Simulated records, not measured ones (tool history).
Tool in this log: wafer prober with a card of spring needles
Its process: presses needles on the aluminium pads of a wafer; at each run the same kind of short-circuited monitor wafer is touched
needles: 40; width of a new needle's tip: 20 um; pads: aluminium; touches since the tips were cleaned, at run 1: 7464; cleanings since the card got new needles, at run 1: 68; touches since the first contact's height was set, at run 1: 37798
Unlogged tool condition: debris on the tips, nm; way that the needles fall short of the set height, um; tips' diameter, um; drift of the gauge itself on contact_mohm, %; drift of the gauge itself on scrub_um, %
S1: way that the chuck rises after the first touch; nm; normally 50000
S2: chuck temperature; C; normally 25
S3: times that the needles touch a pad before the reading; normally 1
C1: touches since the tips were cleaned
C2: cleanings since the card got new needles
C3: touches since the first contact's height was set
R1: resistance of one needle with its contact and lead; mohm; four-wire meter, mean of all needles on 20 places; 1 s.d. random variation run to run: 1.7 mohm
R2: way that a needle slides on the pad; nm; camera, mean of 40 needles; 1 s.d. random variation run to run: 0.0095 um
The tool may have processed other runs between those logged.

run 1 hour=0.0 | S1=50000 S2=25 S3=1 | C1=7464 C2=68 C3=37798 | R1=176 R2=12998
-- hour=2.9 tips cleaned on abrasive film
-- hour=22.5 tips cleaned on abrasive film
-- hour=40.9 tips cleaned on abrasive film
run 2 hour=50.1 | S1=40000 S2=25 S3=1 | C1=4127 C2=71 C3=60070 | R1=181 R2=10419
-- hour=58.7 tips cleaned on abrasive film
-- hour=76.8 tips cleaned on abrasive film
run 3 hour=76.8 | S1=40000 S2=25 S3=1 | C1=0 C2=73 C3=71905 | R1=179 R2=10420
-- hour=96.0 tips cleaned on abrasive film
-- hour=100.1 height of the first contact set anew
-- hour=114.8 tips cleaned on abrasive film
run 4 hour=121.4 | S1=50000 S2=25 S3=1 | C1=2989 C2=75 C3=9481 | R1=176 R2=13059
-- hour=133.3 tips cleaned on abrasive film
-- hour=150.5 tips cleaned on abrasive film
-- hour=170.9 tips cleaned on abrasive film
run 5 hour=176.7 | S1=50000 S2=25 S3=1 | C1=2602 C2=78 C3=34034 | R1=175 R2=13074
-- hour=189.5 tips cleaned on abrasive film
-- hour=210.0 tips cleaned on abrasive film
-- hour=227.4 tips cleaned on abrasive film
run 6 hour=238.1 | S1=50000 S2=64 S3=1 | C1=4753 C2=81 C3=61329 | R1=179 R2=13113
-- hour=245.5 tips cleaned on abrasive film
-- hour=264.7 tips cleaned on abrasive film
-- hour=284.1 tips cleaned on abrasive film
-- hour=287.8 height of the first contact set anew
run 7 hour=292.1 | S1=50000 S2=64 S3=1 | C1=3449 C2=84 C3=1937 | R1=181 R2=13137
-- hour=303.0 tips cleaned on abrasive film
-- hour=321.5 tips cleaned on abrasive film
-- hour=341.9 tips cleaned on abrasive film
run 8 hour=347.0 | S1=50000 S2=64 S3=1 | C1=2271 C2=87 C3=26304 | R1=183 R2=13121
-- hour=359.5 tips cleaned on abrasive film
run 9 hour=373.2 | S1=50000 S2=25 S3=1 | C1=6098 C2=88 C3=37965 | R1=173 R2=13151
-- hour=377.5 tips cleaned on abrasive film
-- hour=397.9 tips cleaned on abrasive film
-- hour=417.1 tips cleaned on abrasive film
run 10 hour=422.2 | S1=50000 S2=25 S3=1 | C1=2292 C2=91 C3=59749 | R1=174 R2=13160
-- hour=434.8 tips cleaned on abrasive film
-- hour=454.5 tips cleaned on abrasive film
run 11 hour=461.8 | S1=50000 S2=25 S3=1 | C1=3245 C2=93 C3=77340 | R1=172 R2=13188
-- hour=473.1 tips cleaned on abrasive film
-- hour=473.4 height of the first contact set anew
-- hour=491.5 tips cleaned on abrasive film
run 12 hour=503.6 | S1=50000 S2=25 S3=1 | C1=5393 C2=95 C3=13453 | R1=173 R2=13180
-- hour=510.4 tips cleaned on abrasive film
-- hour=529.3 tips cleaned on abrasive film
-- hour=549.4 tips cleaned on abrasive film
run 13 hour=556.5 | S1=49000 S2=25 S3=1 | C1=3214 C2=98 C3=36992 | R1=175 R2=12935
-- hour=568.3 tips cleaned on abrasive film
-- hour=587.9 tips cleaned on abrasive film
run 14 hour=591.0 | S1=49000 S2=25 S3=1 | C1=1357 C2=100 C3=52287 | R1=173 R2=12975
-- hour=606.5 tips cleaned on abrasive film
-- hour=625.6 tips cleaned on abrasive film
-- hour=646.5 tips cleaned on abrasive film
run 15 hour=653.5 | S1=46000 S2=25 S3=1 | C1=3113 C2=103 C3=80071 | R1=173 R2=12187
-- hour=658.0 height of the first contact set anew
-- hour=666.6 tips cleaned on abrasive film
-- hour=684.1 tips cleaned on abrasive film
-- hour=702.6 tips cleaned on abrasive film
run 16 hour=706.5 | S1=50000 S2=25 S3=1 | C1=1753 C2=106 C3=21542 | R1=170 R2=13284
-- hour=723.2 tips cleaned on abrasive film
-- hour=743.2 tips cleaned on abrasive film
run 17 hour=753.8 | S1=60000 S2=37 S3=1 | C1=4732 C2=108 C3=42572 | R1=173 R2=15938
-- hour=762.1 tips cleaned on abrasive film
-- hour=782.2 tips cleaned on abrasive film
run 18 hour=791.5 | S1=60000 S2=37 S3=1 | C1=4138 C2=110 C3=59332 | R1=176 R2=15947
-- hour=802.6 tips cleaned on abrasive film
-- hour=822.0 tips cleaned on abrasive film
run 19 hour=828.0 | S1=56000 S2=106 S3=3 | C1=2684 C2=112 C3=75587 | R1=188 R2=14925
-- hour=842.5 tips cleaned on abrasive film
-- hour=842.8 height of the first contact set anew
-- hour=862.5 tips cleaned on abrasive film
run 20 hour=866.7 | S1=42000 S2=106 S3=3 | C1=1841 C2=114 C3=10604 | R1=196 R2=11204
-- hour=869.8 gauge calibrated
-- hour=881.3 tips cleaned on abrasive film
-- hour=900.7 tips cleaned on abrasive film
run 21 hour=908.1 | S1=42000 S2=106 S3=3 | C1=3333 C2=116 C3=29045 | R1=197 R2=10927
-- hour=918.8 tips cleaned on abrasive film
-- hour=937.3 tips cleaned on abrasive film
-- hour=954.7 tips cleaned on abrasive film
run 22 hour=954.7 | S1=42000 S2=106 S3=3 | C1=0 C2=119 C3=49731 | R1=194 R2=10948
-- hour=974.6 tips cleaned on abrasive film
-- hour=993.4 tips cleaned on abrasive film
run 23 hour=993.4 | S1=61000 S2=25 S3=2 | C1=0 C2=121 C3=66951 | R1=168 R2=15910
-- hour=1014.5 tips cleaned on abrasive film
-- hour=1030.2 height of the first contact set anew
-- hour=1034.5 tips cleaned on abrasive film
-- hour=1053.4 tips cleaned on abrasive film
run 24 hour=1053.4 | S1=50000 S2=32 S3=1 | C1=0 C2=124 C3=10311 | R1=175 R2=13088
-- hour=1072.5 tips cleaned on abrasive film
run 25 hour=1084.1 | S1=54000 S2=84 S3=1 | C1=5214 C2=125 C3=23986 | R1=182 R2=14137
-- hour=1091.6 tips cleaned on abrasive film
-- hour=1111.5 tips cleaned on abrasive film
-- hour=1129.3 tips cleaned on abrasive film
run 26 hour=1141.6 | S1=43000 S2=93 S3=2 | C1=5488 C2=128 C3=49507 | R1=195 R2=11295
-- hour=1149.8 tips cleaned on abrasive film
-- hour=1169.5 tips cleaned on abrasive film
run 27 hour=1177.9 | S1=34000 S2=100 S3=1 | C1=3736 C2=130 C3=65645 | R1=199 R2=8916
-- hour=1190.7 tips cleaned on abrasive film
-- hour=1211.6 tips cleaned on abrasive film
-- hour=1216.2 height of the first contact set anew
run 28 hour=1227.5 | S1=34000 S2=100 S3=1 | C1=6943 C2=132 C3=5047 | R1=200 R2=8938

What if the next run were any one of these 4? Each begins from the tool's condition after run 28:
-- hour=1231.8 tips cleaned on abrasive film
-- hour=1252.0 tips cleaned on abrasive film
run A hour=1264.0 | S1=50000 S2=79 S3=1 | C1=5362 C2=134 C3=21271 | R1=? R2=?
-- hour=1231.8 tips cleaned on abrasive film
-- hour=1252.0 tips cleaned on abrasive film
run B hour=1264.0 | S1=64000 S2=56 S3=1 | C1=5362 C2=134 C3=21271 | R1=? R2=?
-- hour=1231.8 tips cleaned on abrasive film
-- hour=1252.0 tips cleaned on abrasive film
run C hour=1264.0 | S1=31000 S2=25 S3=1 | C1=5362 C2=134 C3=21271 | R1=? R2=?
-- hour=1231.8 tips cleaned on abrasive film
-- hour=1252.0 tips cleaned on abrasive film
run D hour=1264.0 | S1=34000 S2=29 S3=2 | C1=5362 C2=134 C3=21271 | R1=? R2=?

run=A R1=182 R2=13154
run=B R1=174 R2=16829
run=C R1=184 R2=8172
run=D R1=184 R2=8928
With no hidden state in the tool, these same runs would have given:
run=A R1=182 R2=13006
run=B R1=174 R2=16640
run=C R1=183 R2=8081
run=D R1=183 R2=8828

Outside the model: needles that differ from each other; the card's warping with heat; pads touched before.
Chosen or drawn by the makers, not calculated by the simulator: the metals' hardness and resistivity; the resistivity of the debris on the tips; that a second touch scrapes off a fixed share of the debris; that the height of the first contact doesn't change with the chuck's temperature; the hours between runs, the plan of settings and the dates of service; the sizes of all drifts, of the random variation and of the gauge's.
